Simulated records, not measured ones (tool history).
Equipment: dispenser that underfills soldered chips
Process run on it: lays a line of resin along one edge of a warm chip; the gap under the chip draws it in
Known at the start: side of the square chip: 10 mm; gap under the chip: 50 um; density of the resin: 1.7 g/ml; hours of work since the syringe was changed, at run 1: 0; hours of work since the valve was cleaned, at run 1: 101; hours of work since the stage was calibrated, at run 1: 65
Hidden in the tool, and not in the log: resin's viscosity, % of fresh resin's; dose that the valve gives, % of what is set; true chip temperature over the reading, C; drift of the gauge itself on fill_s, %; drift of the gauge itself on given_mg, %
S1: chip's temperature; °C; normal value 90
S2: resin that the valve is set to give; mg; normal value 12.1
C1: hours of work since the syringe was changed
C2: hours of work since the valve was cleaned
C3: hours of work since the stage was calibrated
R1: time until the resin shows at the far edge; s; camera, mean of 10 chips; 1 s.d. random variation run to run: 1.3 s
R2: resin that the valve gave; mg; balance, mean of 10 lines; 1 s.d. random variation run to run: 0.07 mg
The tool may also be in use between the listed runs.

| run | hour | S1 | S2 | C1 | C2 | C3 | R1 | R2 |
|---|---|---|---|---|---|---|---|---|
| 1 | 0.0 | 90 | 12.1 | 0 | 101 | 65 | 131.5 | 10.91 |
|  | 9.6 | new syringe of resin |
| 2 | 13.9 | 90 | 12.2 | 3 | 110 | 74 | 150.8 | 10.99 |
|  | 20.2 | new syringe of resin |
| 3 | 26.3 | 90 | 12.1 | 4 | 118 | 82 | 160.7 | 10.72 |
|  | 30.5 | new syringe of resin |
| 4 | 36.4 | 90 | 12.1 | 4 | 125 | 89 | 163.7 | 10.67 |
|  | 40.6 | new syringe of resin |
| 5 | 49.8 | 90 | 12.1 | 6 | 134 | 98 | 182.5 | 10.57 |
|  | 51.3 | new syringe of resin |
| 6 | 57.3 | 90 | 12.1 | 4 | 139 | 103 | 162.1 | 10.46 |
|  | 61.1 | new syringe of resin |
| 7 | 68.7 | 90 | 12.1 | 5 | 146 | 110 | 181.3 | 10.40 |
|  | 72.1 | new syringe of resin |
|  | 73.9 | dispensing valve cleaned and set on the balance |
| 8 | 76.3 | 90 | 12.1 | 2 | 2 | 114 | 143.2 | 12.12 |
|  | 83.8 | new syringe of resin |
| 9 | 88.0 | 90 | 14.3 | 3 | 9 | 122 | 144.9 | 14.26 |
|  | 94.3 | new syringe of resin |
| 10 | 100.1 | 90 | 14.3 | 4 | 17 | 130 | 153.9 | 14.17 |
|  | 105.2 | new syringe of resin |
| 11 | 107.1 | 90 | 14.3 | 1 | 22 | 134 | 132.7 | 14.08 |
| 12 | 114.0 | 90 | 14.3 | 6 | 26 | 139 | 167.8 | 13.96 |
|  | 116.2 | new syringe of resin |
|  | 126.0 | new syringe of resin |
| 13 | 127.1 | 90 | 14.3 | 1 | 35 | 147 | 131.7 | 13.72 |
|  | 136.4 | new syringe of resin |
| 14 | 137.9 | 90 | 14.3 | 1 | 42 | 154 | 130.6 | 13.83 |
|  | 146.3 | new syringe of resin |
| 15 | 146.3 | 90 | 14.3 | 0 | 47 | 160 | 127.4 | 13.65 |
|  | 156.2 | new syringe of resin |
| 16 | 157.0 | 90 | 14.3 | 1 | 54 | 167 | 128.8 | 13.65 |
|  | 166.1 | new syringe of resin |
| 17 | 168.3 | 90 | 14.3 | 1 | 62 | 174 | 139.9 | 13.62 |
|  | 175.9 | new syringe of resin |
| 18 | 181.3 | 95 | 11.0 | 4 | 70 | 183 | 132.6 | 10.42 |
|  | 186.4 | new syringe of resin |
| 19 | 188.9 | 76 | 15.0 | 2 | 75 | 187 | 250.8 | 13.96 |
|  | 197.4 | new syringe of resin |
| 20 | 201.0 | 76 | 13.6 | 2 | 83 | 195 | 261.6 | 12.67 |
|  | 207.3 | new syringe of resin |
| 21 | 214.7 | 90 | 13.8 | 5 | 92 | 204 | 163.9 | 12.65 |
|  | 217.2 | new syringe of resin |
|  | 227.1 | new syringe of resin |
| 22 | 227.1 | 82 | 15.0 | 0 | 100 | 212 | 174.9 | 13.50 |
|  | 237.4 | new syringe of resin |
| 23 | 238.7 | 82 | 15.0 | 1 | 107 | 220 | 186.1 | 13.65 |
| 24 | 245.3 | 87 | 14.4 | 5 | 112 | 224 | 196.8 | 12.99 |
|  | 248.1 | new syringe of resin |
| 25 | 255.3 | 99 | 12.1 | 5 | 118 | 231 | 122.2 | 10.74 |
|  | 258.3 | new syringe of resin |
| 26 | 267.3 | 81 | 15.2 | 6 | 126 | 239 | 254.7 | 13.58 |
|  | 268.8 | new syringe of resin |
| 27 | 273.8 | 84 | 14.9 | 3 | 130 | 243 | 198.1 | 13.13 |
|  | 279.0 | new syringe of resin |
| 28 | 281.9 | 84 | 14.9 | 2 | 135 | 248 | 183.2 | 13.13 |
|  | 289.5 | new syringe of resin |
| 29 | 293.4 | 90 | 12.1 | 3 | 143 | 256 | 154.3 | 10.61 |
|  | 299.6 | new syringe of resin |
|  | 302.8 | dispensing valve cleaned and set on the balance |
| 30 | 303.9 | 90 | 12.1 | 2 | 1 | 262 | 147.7 | 12.08 |
|  | 310.9 | new syringe of resin |
| 31 | 311.1 | 90 | 12.1 | 0 | 5 | 266 | 133.0 | 12.05 |
| 32 | 317.7 | 90 | 12.1 | 5 | 10 | 271 | 173.7 | 11.92 |
|  | 320.9 | new syringe of resin |
| 33 | 323.9 | 90 | 12.1 | 2 | 14 | 275 | 146.0 | 12.00 |

Branching from run 33: 4 alternative next runs. What would each branch give?
|  | 330.7 | new syringe of resin |
| A | 334.4 | 87 | 11.5 | 2 | 21 | 282 | ? | ? |
|  | 330.7 | new syringe of resin |
| B | 334.4 | 78 | 12.1 | 2 | 21 | 282 | ? | ? |
|  | 330.7 | new syringe of resin |
| C | 334.4 | 99 | 12.1 | 2 | 21 | 282 | ? | ? |
|  | 330.7 | new syringe of resin |
| D | 334.4 | 80 | 12.3 | 2 | 21 | 282 | ? | ? |

| run | R1 | R2 |
|---|---|---|
| A | 174.9 | 11.16 |
| B | 255.4 | 11.79 |
| C | 109.3 | 11.74 |
| D | 232.9 | 12.00 |
With no hidden state in the tool, these same runs would have given:
| run | R1 | R2 |
|---|---|---|
| A | 141.4 | 11.40 |
| B | 206.2 | 12.04 |
| C | 88.7 | 12.00 |
| D | 188.3 | 12.26 |
